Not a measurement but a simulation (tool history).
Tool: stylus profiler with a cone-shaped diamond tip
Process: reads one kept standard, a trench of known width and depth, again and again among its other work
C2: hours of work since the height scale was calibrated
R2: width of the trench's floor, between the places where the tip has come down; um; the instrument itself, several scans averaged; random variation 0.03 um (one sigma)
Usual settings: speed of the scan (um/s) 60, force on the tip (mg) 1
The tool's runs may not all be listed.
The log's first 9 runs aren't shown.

{"run": 10, "hour": 180.9, "speed of the scan (um/s)": 60, "force on the tip (mg)": 1, "scans with this tip": 2902, "C2": 373, "depth of the trench (nm)": 200.78, "R2": 17.65}
{"run": 11, "hour": 199.2, "speed of the scan (um/s)": 60, "force on the tip (mg)": 1, "scans with this tip": 3015, "C2": 387, "depth of the trench (nm)": 200.81, "R2": 17.66}
{"run": 12, "hour": 214.7, "speed of the scan (um/s)": 60, "force on the tip (mg)": 1, "scans with this tip": 3112, "C2": 400, "depth of the trench (nm)": 200.82, "R2": 17.65}
{"run": 13, "hour": 231.2, "speed of the scan (um/s)": 60, "force on the tip (mg)": 1, "scans with this tip": 3214, "C2": 413, "depth of the trench (nm)": 200.76, "R2": 17.75}
{"run": 14, "hour": 248.6, "speed of the scan (um/s)": 60, "force on the tip (mg)": 1, "scans with this tip": 3322, "C2": 427, "depth of the trench (nm)": 200.79, "R2": 17.71}
{"run": 15, "hour": 262.8, "speed of the scan (um/s)": 101, "force on the tip (mg)": 1, "scans with this tip": 3410, "C2": 438, "depth of the trench (nm)": 200.76, "R2": 17.28}
{"run": 16, "hour": 283.2, "speed of the scan (um/s)": 101, "force on the tip (mg)": 1, "scans with this tip": 3537, "C2": 454, "depth of the trench (nm)": 200.78, "R2": 17.31}
{"run": 17, "hour": 304.5, "speed of the scan (um/s)": 101, "force on the tip (mg)": 1, "scans with this tip": 3669, "C2": 471, "depth of the trench (nm)": 200.82, "R2": 17.25}
{"run": 18, "hour": 316.5, "speed of the scan (um/s)": 101, "force on the tip (mg)": 1, "scans with this tip": 3744, "C2": 481, "depth of the trench (nm)": 200.77, "R2": 17.28}
{"run": 19, "hour": 339.9, "speed of the scan (um/s)": 101, "force on the tip (mg)": 1, "scans with this tip": 3889, "C2": 500, "depth of the trench (nm)": 200.8, "R2": 17.28}
{"run": 20, "hour": 353.1, "speed of the scan (um/s)": 101, "force on the tip (mg)": 1, "scans with this tip": 3971, "C2": 510, "depth of the trench (nm)": 200.79, "R2": 17.26}
{"run": 21, "hour": 376.9, "speed of the scan (um/s)": 101, "force on the tip (mg)": 1, "scans with this tip": 4118, "C2": 529, "depth of the trench (nm)": 200.73, "R2": 17.3}
{"run": 22, "hour": 392.1, "speed of the scan (um/s)": 60, "force on the tip (mg)": 1, "scans with this tip": 4213, "C2": 541, "depth of the trench (nm)": 200.79, "R2": 17.66}
{"run": 23, "hour": 409.5, "speed of the scan (um/s)": 82, "force on the tip (mg)": 1, "scans with this tip": 4321, "C2": 555, "depth of the trench (nm)": 200.77, "R2": 17.48}
{"run": 24, "hour": 426.6, "speed of the scan (um/s)": 20, "force on the tip (mg)": 1.31, "scans with this tip": 4427, "C2": 569, "depth of the trench (nm)": 200.9, "R2": 18.03}
{"run": 25, "hour": 451.8, "speed of the scan (um/s)": 30, "force on the tip (mg)": 2.01, "scans with this tip": 4583, "C2": 589, "depth of the trench (nm)": 201.28, "R2": 18.08}
{"run": 26, "hour": 464.7, "speed of the scan (um/s)": 123, "force on the tip (mg)": 0.51, "scans with this tip": 4664, "C2": 599, "depth of the trench (nm)": 200.5, "R2": 16.6}
{"run": 27, "hour": 482.6, "speed of the scan (um/s)": 52, "force on the tip (mg)": 1.64, "scans with this tip": 4775, "C2": 613, "depth of the trench (nm)": 201.07, "R2": 17.91}
{"run": 28, "hour": 500.2, "speed of the scan (um/s)": 18, "force on the tip (mg)": 1.24, "scans with this tip": 4884, "C2": 627, "depth of the trench (nm)": 200.91, "R2": 18.16}
{"run": 29, "hour": 510.8, "speed of the scan (um/s)": 18, "force on the tip (mg)": 1.24, "scans with this tip": 4950, "C2": 636, "depth of the trench (nm)": 200.9, "R2": 18.1}
{"run": 30, "hour": 525.6, "speed of the scan (um/s)": 23, "force on the tip (mg)": 2.23, "scans with this tip": 5042, "C2": 648, "depth of the trench (nm)": 201.33, "R2": 18.14}

Run 31 comes next. What will it give?
{"run": 31, "hour": 542.4, "speed of the scan (um/s)": 220, "force on the tip (mg)": 1.08, "scans with this tip": 5146, "C2": 661, "depth of the trench (nm)": "?", "R2": "?"}

Run 31 gave depth of the trench (nm) 200.82, R2 16.24 um.
Without the tool's hidden state the same run would have given depth of the trench (nm) 200.82, R2 16.25 um.
